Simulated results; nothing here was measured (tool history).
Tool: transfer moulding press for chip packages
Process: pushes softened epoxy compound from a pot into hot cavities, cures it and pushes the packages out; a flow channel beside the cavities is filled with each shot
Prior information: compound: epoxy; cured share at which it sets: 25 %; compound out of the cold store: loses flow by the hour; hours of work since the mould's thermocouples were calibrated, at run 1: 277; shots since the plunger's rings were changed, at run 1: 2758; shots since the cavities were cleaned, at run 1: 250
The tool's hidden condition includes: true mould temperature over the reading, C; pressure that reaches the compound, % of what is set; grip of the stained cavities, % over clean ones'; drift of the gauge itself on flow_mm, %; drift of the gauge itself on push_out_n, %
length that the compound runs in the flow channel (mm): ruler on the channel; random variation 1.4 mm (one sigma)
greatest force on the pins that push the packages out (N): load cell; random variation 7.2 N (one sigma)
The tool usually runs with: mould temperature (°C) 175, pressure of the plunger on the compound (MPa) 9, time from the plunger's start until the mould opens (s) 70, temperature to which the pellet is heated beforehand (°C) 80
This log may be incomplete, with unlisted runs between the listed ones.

| run | hour | mould temperature (°C) | pressure of the plunger on the compound (MPa) | time from the plunger's start until the mould opens (s) | temperature to which the pellet is heated beforehand (°C) | hours of work since the mould's thermocouples were calibrated | shots since the plunger's rings were changed | shots since the cavities were cleaned | incoming compound's hours out of the cold store | length that the compound runs in the flow channel (mm) | greatest force on the pins that push the packages out (N) |
|---|---|---|---|---|---|---|---|---|---|---|---|
| 1 | 0 | 175 | 9 | 70 | 80 | 277 | 2758 | 250 | 11.6 | 755 | 366 |
|  | 53.9 | plunger's sealing rings changed |
|  | 55.4 | cavities cleaned with cleaning compound and waxed |
| 2 | 74.2 | 175 | 9 | 70 | 80 | 313 | 203 | 203 | 20 | 734 | 348 |
|  | 134.7 | cavities cleaned with cleaning compound and waxed |
| 3 | 150.2 | 175 | 9 | 70 | 74 | 350 | 1007 | 167 | 32.7 | 690 | 330 |
| 4 | 192.3 | 175 | 9 | 70 | 74 | 372 | 1461 | 621 | 34.2 | 684 | 386 |
|  | 209.5 | cavities cleaned with cleaning compound and waxed |
| 5 | 265.6 | 175 | 9 | 70 | 74 | 408 | 2236 | 605 | 24.5 | 712 | 385 |
|  | 288.6 | cavities cleaned with cleaning compound and waxed |
| 6 | 328.5 | 175 | 9 | 69 | 80 | 439 | 2899 | 430 | 47 | 635 | 358 |
|  | 364.3 | cavities cleaned with cleaning compound and waxed |
|  | 370.4 | plunger's sealing rings changed |
| 7 | 370.4 | 175 | 9 | 70 | 80 | 459 | 0 | 39 | 45.6 | 652 | 300 |
| 8 | 435.4 | 175 | 9 | 70 | 80 | 492 | 702 | 741 | 31.9 | 694 | 396 |
|  | 443 | cavities cleaned with cleaning compound and waxed |
| 9 | 482.9 | 175 | 9 | 70 | 80 | 515 | 1198 | 430 | 37.5 | 673 | 354 |
|  | 520.9 | cavities cleaned with cleaning compound and waxed |
| 10 | 563.4 | 175 | 9 | 70 | 80 | 555 | 2051 | 459 | 46.3 | 639 | 357 |
|  | 598.2 | cavities cleaned with cleaning compound and waxed |
| 11 | 643.6 | 175 | 9 | 70 | 80 | 595 | 2901 | 490 | 8.5 | 765 | 386 |
|  | 677.6 | cavities cleaned with cleaning compound and waxed |
|  | 685.7 | plunger's sealing rings changed |
| 12 | 686.2 | 175 | 9 | 70 | 80 | 615 | 6 | 66 | 44.7 | 657 | 292 |
|  | 753.7 | cavities cleaned with cleaning compound and waxed |
| 13 | 763.8 | 175 | 9 | 63 | 80 | 653 | 827 | 109 | 45.8 | 648 | 384 |
|  | 772.7 | mould's thermocouples calibrated |
| 14 | 816.7 | 175 | 9 | 63 | 80 | 22 | 1376 | 658 | 35.8 | 677 | 511 |
|  | 829.8 | cavities cleaned with cleaning compound and waxed |
| 15 | 883.2 | 175 | 9.01 | 63 | 80 | 55 | 2078 | 577 | 21 | 725 | 503 |
|  | 906.8 | cavities cleaned with cleaning compound and waxed |
| 16 | 962.1 | 175 | 9.01 | 63 | 80 | 95 | 2913 | 597 | 17.6 | 730 | 533 |
|  | 982.4 | cavities cleaned with cleaning compound and waxed |
|  | 1004.8 | plunger's sealing rings changed |
| 17 | 1006.2 | 175 | 7.69 | 70 | 80 | 115 | 15 | 231 | 30.3 | 651 | 360 |
| 18 | 1047.5 | 178 | 8.07 | 70 | 80 | 136 | 460 | 676 | 34.1 | 648 | 334 |
|  | 1058.8 | cavities cleaned with cleaning compound and waxed |
| 19 | 1122.4 | 177 | 9.08 | 70 | 80 | 173 | 1252 | 685 | 34.3 | 681 | 367 |
|  | 1135.1 | cavities cleaned with cleaning compound and waxed |
| 20 | 1167.5 | 168 | 9.08 | 70 | 83 | 195 | 1724 | 351 | 19.7 | 749 | 563 |
| 21 | 1200.1 | 169 | 9.08 | 76 | 70 | 212 | 2075 | 702 | 39.1 | 680 | 463 |
|  | 1210.8 | cavities cleaned with cleaning compound and waxed |
| 22 | 1244.3 | 176 | 9.58 | 57 | 89 | 234 | 2536 | 361 | 35.8 | 689 | 540 |
|  | 1287 | cavities cleaned with cleaning compound and waxed |
| 23 | 1310.1 | 170 | 7.48 | 53 | 77 | 266 | 3231 | 250 | 40.8 | 602 | 907 |
|  | 1320.9 | plunger's sealing rings changed |
|  | 1366.9 | cavities cleaned with cleaning compound and waxed |
| 24 | 1374 | 180 | 9 | 66 | 80 | 297 | 558 | 77 | 45.4 | 643 | 272 |
|  | 1439.9 | cavities cleaned with cleaning compound and waxed |
| 25 | 1441 | 180 | 9 | 66 | 80 | 330 | 1264 | 11 | 11.5 | 750 | 279 |
| 26 | 1491.5 | 177 | 9.34 | 66 | 80 | 356 | 1809 | 556 | 36.6 | 681 | 376 |

Alternative continuations, all from the tool just after run 26; predict every row:
|  | 1514.2 | cavities cleaned with cleaning compound and waxed |
| A | 1561.9 | 177 | 8.15 | 66 | 80 | 391 | 2554 | 515 | 41.4 | ? | ? |
|  | 1514.2 | cavities cleaned with cleaning compound and waxed |
| B | 1561.9 | 177 | 9.4 | 91 | 80 | 391 | 2554 | 515 | 43.5 | ? | ? |
|  | 1514.2 | cavities cleaned with cleaning compound and waxed |
| C | 1561.9 | 171 | 9 | 70 | 80 | 391 | 2554 | 515 | 14.5 | ? | ? |
|  | 1514.2 | cavities cleaned with cleaning compound and waxed |
| D | 1561.9 | 175 | 9 | 61 | 80 | 391 | 2554 | 515 | 40.2 | ? | ? |
|  | 1514.2 | cavities cleaned with cleaning compound and waxed |
| E | 1561.9 | 175 | 9 | 61 | 84 | 391 | 2554 | 515 | 12.8 | ? | ? |

| run | length that the compound runs in the flow channel (mm) | greatest force on the pins that push the packages out (N) |
|---|---|---|
| A | 617 | 378 |
| B | 657 | 272 |
| C | 754 | 497 |
| D | 655 | 519 |
| E | 747 | 543 |
With the hidden condition removed and each run's random variation left untouched, the same runs would have given:
| run | length that the compound runs in the flow channel (mm) | greatest force on the pins that push the packages out (N) |
|---|---|---|
| A | 631 | 307 |
| B | 672 | 214 |
| C | 771 | 407 |
| D | 670 | 425 |
| E | 764 | 444 |

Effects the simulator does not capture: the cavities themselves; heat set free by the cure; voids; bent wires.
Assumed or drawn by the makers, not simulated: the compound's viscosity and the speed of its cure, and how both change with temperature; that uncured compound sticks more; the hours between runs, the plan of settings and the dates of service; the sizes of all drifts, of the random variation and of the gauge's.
